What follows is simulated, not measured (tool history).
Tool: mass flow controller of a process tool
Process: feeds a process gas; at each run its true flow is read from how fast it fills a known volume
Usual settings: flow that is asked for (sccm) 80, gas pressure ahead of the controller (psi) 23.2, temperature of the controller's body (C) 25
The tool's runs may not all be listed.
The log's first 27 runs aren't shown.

run	hour	flow that is asked for (sccm)	gas pressure ahead of the controller (psi)	temperature of the controller's body (C)	true flow (%)
28	3693.4	80	23.2	24	99.34
29	3888.8	80	23.2	24	99.36
30	4042.9	80	23.2	24	99.52
31	4138.2	80	23.2	35	100.29
32	4310.6	97	27.8	25	99.85
33	4498.3	35	34.7	25	99.22
34	4592.2	35	34.7	25	99.23
35	4698.4	35	34.7	32	99.82
36	4876.3	35	21.2	38	99.58
37	5044.1	35	21.2	38	99.83
38	5226.3	12	23.2	25	98.39
39	5386.6	17	21.6	20	98.2
40	5584	17	21.6	20	98.05
41	5694.9	17	21.6	20	98.11
42	5790.3	17	21.6	20	98.22
43	5933	17	21.6	20	98.08
44	6098.4	17	21.6	20	98.19
45	6286.3	80	23.2	22	99.39
46	6399.3	80	23.2	22	99.39
47	6582.2	80	23.2	27	99.52
48	6762	66	29	22	99.33

Forecast each of these 4 alternatives for the next run:
A	6956.3	11	29	35	?
B	6956.3	40	29	39	?
C	6956.3	66	39.6	22	?
D	6956.3	33	23.2	29	?

run	true flow (%)
A	99.44
B	100.07
C	99.67
D	99.11
Without the tool's hidden state the same runs would have given:
run	true flow (%)
A	99.43
B	100.07
C	99.68
D	99.12
